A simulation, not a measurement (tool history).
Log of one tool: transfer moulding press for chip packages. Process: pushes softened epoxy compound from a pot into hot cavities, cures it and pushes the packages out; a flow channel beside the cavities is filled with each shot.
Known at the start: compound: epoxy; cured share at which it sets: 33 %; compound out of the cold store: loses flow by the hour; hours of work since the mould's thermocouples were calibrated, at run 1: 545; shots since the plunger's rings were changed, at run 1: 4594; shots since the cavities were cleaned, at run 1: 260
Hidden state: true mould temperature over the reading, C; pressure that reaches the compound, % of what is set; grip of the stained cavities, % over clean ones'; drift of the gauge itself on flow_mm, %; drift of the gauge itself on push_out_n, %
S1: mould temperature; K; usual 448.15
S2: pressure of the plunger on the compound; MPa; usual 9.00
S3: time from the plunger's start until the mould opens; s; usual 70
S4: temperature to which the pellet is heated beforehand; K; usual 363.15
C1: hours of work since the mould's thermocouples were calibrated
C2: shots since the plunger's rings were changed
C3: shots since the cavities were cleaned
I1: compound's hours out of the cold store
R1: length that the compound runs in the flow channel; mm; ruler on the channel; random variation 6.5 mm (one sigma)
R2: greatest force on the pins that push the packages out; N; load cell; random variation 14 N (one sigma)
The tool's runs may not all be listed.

{"run": 1, "hour": 0.0, "S1": 448.15, "S2": 9.0, "S3": 70, "S4": 363.15, "C1": 545, "C2": 4594, "C3": 260, "I1": 27.5, "R1": 692, "R2": 826}
{"hour": 23.9, "done": "cavities cleaned with cleaning compound and waxed"}
{"run": 2, "hour": 37.7, "S1": 448.15, "S2": 9.0, "S3": 70, "S4": 363.15, "C1": 573, "C2": 5233, "C3": 244, "I1": 31.1, "R1": 678, "R2": 840}
{"hour": 62.0, "done": "cavities cleaned with cleaning compound and waxed"}
{"run": 3, "hour": 71.2, "S1": 448.15, "S2": 9.0, "S3": 70, "S4": 363.15, "C1": 598, "C2": 5798, "C3": 162, "I1": 33.7, "R1": 663, "R2": 825}
{"hour": 100.8, "done": "cavities cleaned with cleaning compound and waxed"}
{"run": 4, "hour": 101.9, "S1": 444.15, "S2": 9.0, "S3": 70, "S4": 363.15, "C1": 621, "C2": 6313, "C3": 20, "I1": 35.3, "R1": 667, "R2": 918}
{"hour": 135.4, "done": "plunger's sealing rings changed"}
{"run": 5, "hour": 138.2, "S1": 444.15, "S2": 9.0, "S3": 70, "S4": 363.15, "C1": 647, "C2": 49, "C3": 615, "I1": 35.5, "R1": 746, "R2": 1287}
{"hour": 141.8, "done": "cavities cleaned with cleaning compound and waxed"}
{"hour": 182.2, "done": "cavities cleaned with cleaning compound and waxed"}
{"run": 6, "hour": 183.5, "S1": 452.15, "S2": 9.0, "S3": 70, "S4": 363.15, "C1": 680, "C2": 797, "C3": 24, "I1": 27.3, "R1": 725, "R2": 517}
{"hour": 220.2, "done": "cavities cleaned with cleaning compound and waxed"}
{"run": 7, "hour": 223.2, "S1": 452.15, "S2": 9.0, "S3": 70, "S4": 363.15, "C1": 709, "C2": 1470, "C3": 53, "I1": 24.2, "R1": 723, "R2": 538}
{"run": 8, "hour": 255.5, "S1": 448.15, "S2": 9.0, "S3": 70, "S4": 363.15, "C1": 734, "C2": 2040, "C3": 623, "I1": 8.6, "R1": 759, "R2": 1020}
{"hour": 260.1, "done": "cavities cleaned with cleaning compound and waxed"}
{"run": 9, "hour": 281.3, "S1": 448.15, "S2": 9.0, "S3": 70, "S4": 363.15, "C1": 753, "C2": 2468, "C3": 373, "I1": 33.2, "R1": 709, "R2": 866}
{"hour": 300.7, "done": "cavities cleaned with cleaning compound and waxed"}
{"run": 10, "hour": 321.5, "S1": 448.15, "S2": 10.79, "S3": 70, "S4": 363.15, "C1": 783, "C2": 3152, "C3": 368, "I1": 19.0, "R1": 800, "R2": 886}
{"hour": 340.3, "done": "cavities cleaned with cleaning compound and waxed"}
{"run": 11, "hour": 348.7, "S1": 448.15, "S2": 10.79, "S3": 70, "S4": 363.15, "C1": 803, "C2": 3605, "C3": 147, "I1": 13.5, "R1": 801, "R2": 813}
{"hour": 378.8, "done": "cavities cleaned with cleaning compound and waxed"}
{"run": 12, "hour": 378.8, "S1": 448.15, "S2": 10.79, "S3": 70, "S4": 363.15, "C1": 826, "C2": 4110, "C3": 0, "I1": 17.2, "R1": 780, "R2": 691}
{"run": 13, "hour": 398.9, "S1": 448.15, "S2": 10.79, "S3": 70, "S4": 363.15, "C1": 841, "C2": 4464, "C3": 354, "I1": 26.1, "R1": 769, "R2": 854}
{"hour": 417.9, "done": "cavities cleaned with cleaning compound and waxed"}
{"run": 14, "hour": 441.6, "S1": 455.15, "S2": 10.31, "S3": 55, "S4": 363.15, "C1": 873, "C2": 5192, "C3": 418, "I1": 25.0, "R1": 713, "R2": 1035}
{"hour": 449.3, "done": "mould's thermocouples calibrated"}
{"hour": 458.5, "done": "cavities cleaned with cleaning compound and waxed"}
{"run": 15, "hour": 481.9, "S1": 448.15, "S2": 9.0, "S3": 103, "S4": 355.15, "C1": 24, "C2": 5840, "C3": 412, "I1": 23.3, "R1": 685, "R2": 525}
{"hour": 498.4, "done": "cavities cleaned with cleaning compound and waxed"}
{"run": 16, "hour": 516.6, "S1": 440.15, "S2": 9.0, "S3": 103, "S4": 355.15, "C1": 50, "C2": 6427, "C3": 322, "I1": 45.9, "R1": 658, "R2": 641}
{"hour": 537.8, "done": "cavities cleaned with cleaning compound and waxed"}
{"hour": 547.7, "done": "plunger's sealing rings changed"}
{"run": 17, "hour": 552.0, "S1": 440.15, "S2": 9.0, "S3": 103, "S4": 355.15, "C1": 74, "C2": 76, "C3": 207, "I1": 17.0, "R1": 806, "R2": 617}
{"hour": 580.6, "done": "cavities cleaned with cleaning compound and waxed"}
{"run": 18, "hour": 582.6, "S1": 440.15, "S2": 9.0, "S3": 70, "S4": 363.15, "C1": 97, "C2": 589, "C3": 36, "I1": 41.7, "R1": 739, "R2": 1164}
{"run": 19, "hour": 612.9, "S1": 440.15, "S2": 9.0, "S3": 70, "S4": 363.15, "C1": 120, "C2": 1123, "C3": 570, "I1": 20.8, "R1": 772, "R2": 1696}
{"hour": 619.7, "done": "cavities cleaned with cleaning compound and waxed"}
{"run": 20, "hour": 642.1, "S1": 442.15, "S2": 8.86, "S3": 91, "S4": 372.15, "C1": 142, "C2": 1612, "C3": 395, "I1": 9.3, "R1": 773, "R2": 737}
{"hour": 657.7, "done": "cavities cleaned with cleaning compound and waxed"}
{"run": 21, "hour": 669.4, "S1": 441.15, "S2": 8.51, "S3": 70, "S4": 363.15, "C1": 162, "C2": 2067, "C3": 207, "I1": 41.2, "R1": 698, "R2": 1283}
{"hour": 696.9, "done": "mould's thermocouples calibrated, once more"}
{"hour": 698.4, "done": "cavities cleaned with cleaning compound and waxed"}
{"run": 22, "hour": 706.1, "S1": 441.15, "S2": 8.51, "S3": 70, "S4": 363.15, "C1": 6, "C2": 2653, "C3": 135, "I1": 27.7, "R1": 720, "R2": 1457}
{"hour": 737.9, "done": "cavities cleaned with cleaning compound and waxed"}
{"run": 23, "hour": 743.1, "S1": 441.15, "S2": 8.51, "S3": 70, "S4": 363.15, "C1": 33, "C2": 3279, "C3": 91, "I1": 38.5, "R1": 693, "R2": 1295}
{"run": 24, "hour": 765.3, "S1": 444.15, "S2": 8.51, "S3": 70, "S4": 364.15, "C1": 51, "C2": 3672, "C3": 484, "I1": 46.7, "R1": 658, "R2": 1239}
{"hour": 776.7, "done": "cavities cleaned with cleaning compound and waxed"}
{"run": 25, "hour": 805.1, "S1": 444.15, "S2": 8.51, "S3": 70, "S4": 364.15, "C1": 80, "C2": 4348, "C3": 502, "I1": 41.8, "R1": 657, "R2": 1329}
{"hour": 816.5, "done": "cavities cleaned with cleaning compound and waxed"}
{"run": 26, "hour": 830.1, "S1": 444.15, "S2": 8.51, "S3": 70, "S4": 364.15, "C1": 99, "C2": 4761, "C3": 239, "I1": 46.4, "R1": 645, "R2": 1162}

Forecast each of these 5 alternatives for the next run:
{"run": "A", "hour": 849.3, "S1": 443.15, "S2": 9.0, "S3": 70, "S4": 363.15, "C1": 114, "C2": 5101, "C3": 579, "I1": 17.8, "R1": "?", "R2": "?"}
{"run": "B", "hour": 849.3, "S1": 444.15, "S2": 8.51, "S3": 70, "S4": 360.15, "C1": 114, "C2": 5101, "C3": 579, "I1": 22.0, "R1": "?", "R2": "?"}
{"run": "C", "hour": 849.3, "S1": 444.15, "S2": 10.95, "S3": 68, "S4": 364.15, "C1": 114, "C2": 5101, "C3": 579, "I1": 8.7, "R1": "?", "R2": "?"}
{"run": "D", "hour": 849.3, "S1": 453.15, "S2": 7.0, "S3": 107, "S4": 364.15, "C1": 114, "C2": 5101, "C3": 579, "I1": 27.2, "R1": "?", "R2": "?"}
{"run": "E", "hour": 849.3, "S1": 448.15, "S2": 9.02, "S3": 99, "S4": 353.15, "C1": 114, "C2": 5101, "C3": 579, "I1": 44.6, "R1": "?", "R2": "?"}

run=A R1=705 R2=1556
run=B R1=686 R2=1451
run=C R1=812 R2=1600
run=D R1=589 R2=555
run=E R1=647 R2=587
Without the tool's hidden state the same runs would have given:
run=A R1=781 R2=1086
run=B R1=760 R2=1015
run=C R1=899 R2=1118
run=D R1=653 R2=383
run=E R1=717 R2=406

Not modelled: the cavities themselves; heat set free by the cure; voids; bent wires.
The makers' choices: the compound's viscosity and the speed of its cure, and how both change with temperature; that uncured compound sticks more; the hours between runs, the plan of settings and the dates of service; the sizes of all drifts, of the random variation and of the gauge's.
